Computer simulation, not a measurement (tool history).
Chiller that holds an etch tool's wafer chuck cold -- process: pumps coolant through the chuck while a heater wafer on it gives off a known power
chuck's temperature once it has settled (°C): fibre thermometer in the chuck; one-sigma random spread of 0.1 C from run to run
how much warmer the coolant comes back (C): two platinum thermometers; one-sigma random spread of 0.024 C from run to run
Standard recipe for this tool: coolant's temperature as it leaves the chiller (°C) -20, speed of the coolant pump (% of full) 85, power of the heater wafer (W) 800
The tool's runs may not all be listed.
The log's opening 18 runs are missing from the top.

run    hour  coolant's temperature as it leaves the chiller (°C)  speed of the coolant pump (% of full)  power of the heater wafer (W)  hours since the coolant was changed and the channels were flushed  hours since the pump was overhauled  hours since the chiller's thermometer was calibrated  chuck's temperature once it has settled (°C)  how much warmer the coolant comes back (C)
 19  1985.5                                                  -16                                     72                            526                                                               3479                                 1555                                                  1434                                         -11.5                                        1.54
 20  2045.7                                                  -24                                     73                            449                                                               3539                                 1615                                                  1494                                         -20.4                                        1.33
 21  2123.6                                                  -24                                     73                            449                                                               3617                                 1693                                                  1572                                         -20.2                                        1.32
 22  2216.6                                                  -27                                     91                            442                                                               3710                                 1786                                                  1665                                         -23.8                                        1.04
 23  2325.5                                                  -18                                     82                            779                                                               3819                                 1895                                                  1774                                         -12.1                                        2.01
 24  2445.8                                                  -14                                     70                            995                                                               3939                                 2016                                                  1894                                          -5.7                                        3.07
 25  2516.0                                                  -29                                     85                            800                                                               4010                                 2086                                                  1964                                         -23.2                                        2.01
 26  2589.6                                                  -29                                     85                            800                                                               4083                                 2159                                                  2038                                         -23.2                                        2.02
 27  2712.9                                                  -20                                     60                            966                                                               4207                                 2283                                                  2161                                         -10.7                                        3.47
     2788.9  -- chiller's thermometer calibrated
 28  2817.5                                                  -19                                     93                            981                                                               4310                                 2386                                                    29                                         -12.3                                        2.26
 29  2877.4                                                  -27                                     67                            981                                                               4370                                 2446                                                    89                                         -18.2                                        3.17
 30  2941.9                                                  -27                                     67                            448                                                               4435                                 2511                                                   153                                         -23.1                                        1.40
 31  3085.4                                                  -29                                     85                            800                                                               4578                                 2654                                                   296                                         -23.2                                        2.03

What if the next run were any one of these 3? Each begins from the tool's condition after run 31:
     3181.4  -- coolant changed, channels flushed
  A  3238.2                                                  -13                                     62                            656                                                                 57                                 2801                                                   443                                             ?                                           ?
     3181.4  -- coolant changed, channels flushed
  B  3238.2                                                  -22                                     85                            800                                                                 57                                 2801                                                   443                                             ?                                           ?
     3181.4  -- coolant changed, channels flushed
  C  3238.2                                                  -29                                     80                            800                                                                 57                                 2801                                                   443                                             ?                                           ?

run  chuck's temperature once it has settled (°C)  how much warmer the coolant comes back (C)
  A                                          -7.1                                        2.31
  B                                         -16.1                                        2.02
  C                                         -22.9                                        2.16
Had the tool no hidden state, the same runs would have come out as:
run  chuck's temperature once it has settled (°C)  how much warmer the coolant comes back (C)
  A                                          -7.1                                        2.31
  B                                         -16.1                                        2.02
  C                                         -22.9                                        2.16
